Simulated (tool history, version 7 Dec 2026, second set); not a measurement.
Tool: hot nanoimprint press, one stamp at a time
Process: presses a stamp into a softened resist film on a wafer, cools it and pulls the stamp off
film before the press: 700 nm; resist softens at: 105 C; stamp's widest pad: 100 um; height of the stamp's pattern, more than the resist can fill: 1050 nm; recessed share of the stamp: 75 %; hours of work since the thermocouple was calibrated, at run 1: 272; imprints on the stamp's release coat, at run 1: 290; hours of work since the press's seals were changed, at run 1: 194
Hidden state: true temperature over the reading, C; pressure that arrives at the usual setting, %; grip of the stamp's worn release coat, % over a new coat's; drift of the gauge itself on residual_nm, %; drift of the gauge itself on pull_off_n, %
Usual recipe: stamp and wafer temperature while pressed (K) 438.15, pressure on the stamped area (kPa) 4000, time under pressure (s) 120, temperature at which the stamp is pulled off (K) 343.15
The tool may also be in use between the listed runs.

run	hour	stamp and wafer temperature while pressed (K)	pressure on the stamped area (kPa)	time under pressure (s)	temperature at which the stamp is pulled off (K)	hours of work since the thermocouple was calibrated	imprints on the stamp's release coat	hours of work since the press's seals were changed	resist left under the stamp's widest pad (Å)	greatest force while the stamp is pulled off (N)
1	0.0	438.15	4000	120	343.15	272	290	194	2879	189
2	59.2	438.15	4000	120	343.15	319	501	241	2893	197
3	112.5	438.15	4000	61	343.15	362	690	283	3780	213
# hour 127.7: plate thermocouple calibrated
4	150.1	438.15	4000	61	343.15	18	813	310	3761	223
5	200.9	438.15	4000	61	343.15	58	994	351	3825	242
# hour 239.9: plate thermocouple calibrated, once more
6	243.8	438.15	4000	61	347.15	3	1136	382	3616	208
7	298.2	438.15	4000	120	343.15	46	1330	426	2793	250
# hour 325.9: stamp cleaned and given a new release coat
8	349.2	438.15	4000	120	343.15	82	82	461	2831	173
9	416.8	438.15	4000	120	343.15	136	323	515	2916	187
10	468.6	438.15	3150	120	343.15	177	507	556	3273	199
11	503.7	438.15	4000	118	343.15	205	632	584	2952	207
12	548.4	438.15	4000	118	338.15	240	791	619	2949	250
# hour 599.5: press's hydraulic seals changed and the load cell set to zero
13	614.8	433.15	4000	120	343.15	286	999	12	3903	231
14	681.4	433.15	4000	120	343.15	339	1236	65	3905	252
# hour 724.1: plate thermocouple calibrated
# hour 740.8: stamp cleaned and given a new release coat
15	756.0	433.15	4000	120	343.15	21	54	117	3801	165
16	794.3	432.15	4000	104	343.15	51	190	147	4214	177
17	864.4	433.15	6260	120	341.15	107	439	203	3235	200
18	929.9	435.15	4510	222	336.15	159	673	255	2571	239
19	967.4	435.15	4510	222	336.15	188	806	285	2604	271
20	1007.1	435.15	4510	222	336.15	220	947	316	2633	273
21	1063.2	429.15	4000	120	349.15	264	1147	361	4796	199
22	1097.6	429.15	4000	120	349.15	292	1269	388	4855	212
23	1135.0	429.15	4000	120	349.15	321	1402	418	4875	216
# hour 1145.2: stamp cleaned and given a new release coat
24	1175.9	429.15	4000	120	349.15	349	109	445	4902	142
# hour 1208.8: plate thermocouple calibrated
25	1251.4	429.15	6000	77	328.15	34	367	503	4752	260
26	1291.6	442.15	6000	77	328.15	66	510	535	2284	278
27	1322.3	438.15	4000	119	343.15	90	619	559	2938	199
28	1358.2	431.15	6140	195	340.15	118	747	588	3128	232
29	1387.4	432.15	6380	141	334.15	142	851	611	3262	272

Hidden condition of the tool, last listed run before each entry between runs versus first listed run after:
After run 3, before run 4: plate thermocouple calibrated (hour 127.7)
  true temperature over the reading, C: -0.63 -> -0.77; pressure that arrives at the usual setting, %: 97.6 -> 97.41; grip of the stamp's worn release coat, % over a new coat's: 26.7 -> 31.8
  measured result minus the result with no hidden state, resist left under the stamp's widest pad (Å): +160 -> +188; greatest force while the stamp is pulled off (N): +48 -> +57
After run 5, before run 6: plate thermocouple calibrated, once more (hour 239.9)
  true temperature over the reading, C: -0.88 -> 0.04; pressure that arrives at the usual setting, %: 97.17 -> 96.99; grip of the stamp's worn release coat, % over a new coat's: 39.3 -> 45.3
  measured result minus the result with no hidden state, resist left under the stamp's widest pad (Å): +214 -> +36; greatest force while the stamp is pulled off (N): +72 -> +64
After run 7, before run 8: stamp cleaned and given a new release coat (hour 325.9)
  true temperature over the reading, C: -0.05 -> -0.14; pressure that arrives at the usual setting, %: 96.7 -> 96.48; grip of the stamp's worn release coat, % over a new coat's: 53.6 -> 3.1
  measured result minus the result with no hidden state, resist left under the stamp's widest pad (Å): +51 -> +69; greatest force while the stamp is pulled off (N): +87 -> +5
After run 12, before run 13: press's hydraulic seals changed and the load cell set to zero (hour 599.5)
  true temperature over the reading, C: -0.54 -> -0.66; pressure that arrives at the usual setting, %: 95.44 -> 99.85; grip of the stamp's worn release coat, % over a new coat's: 30.9 -> 39.5
  measured result minus the result with no hidden state, resist left under the stamp's widest pad (Å): +154 -> +142; greatest force while the stamp is pulled off (N): +62 -> +69
After run 14, before run 15: plate thermocouple calibrated (hour 724.1); stamp cleaned and given a new release coat (hour 740.8)
  true temperature over the reading, C: -0.79 -> -0.22; pressure that arrives at the usual setting, %: 99.54 -> 99.21; grip of the stamp's worn release coat, % over a new coat's: 49.6 -> 2
  measured result minus the result with no hidden state, resist left under the stamp's widest pad (Å): +174 -> +57; greatest force while the stamp is pulled off (N): +88 -> +5
After run 23, before run 24: stamp cleaned and given a new release coat (hour 1145.2)
  true temperature over the reading, C: -0.96 -> -1.04; pressure that arrives at the usual setting, %: 97.2 -> 97.03; grip of the stamp's worn release coat, % over a new coat's: 56.8 -> 4.1
  measured result minus the result with no hidden state, resist left under the stamp's widest pad (Å): +250 -> +269; greatest force while the stamp is pulled off (N): +84 -> +10
After run 24, before run 25: plate thermocouple calibrated (hour 1208.8)
  true temperature over the reading, C: -1.04 -> -0.32; pressure that arrives at the usual setting, %: 97.03 -> 96.7; grip of the stamp's worn release coat, % over a new coat's: 4.1 -> 13.9
  measured result minus the result with no hidden state, resist left under the stamp's widest pad (Å): +269 -> +143; greatest force while the stamp is pulled off (N): +10 -> +33

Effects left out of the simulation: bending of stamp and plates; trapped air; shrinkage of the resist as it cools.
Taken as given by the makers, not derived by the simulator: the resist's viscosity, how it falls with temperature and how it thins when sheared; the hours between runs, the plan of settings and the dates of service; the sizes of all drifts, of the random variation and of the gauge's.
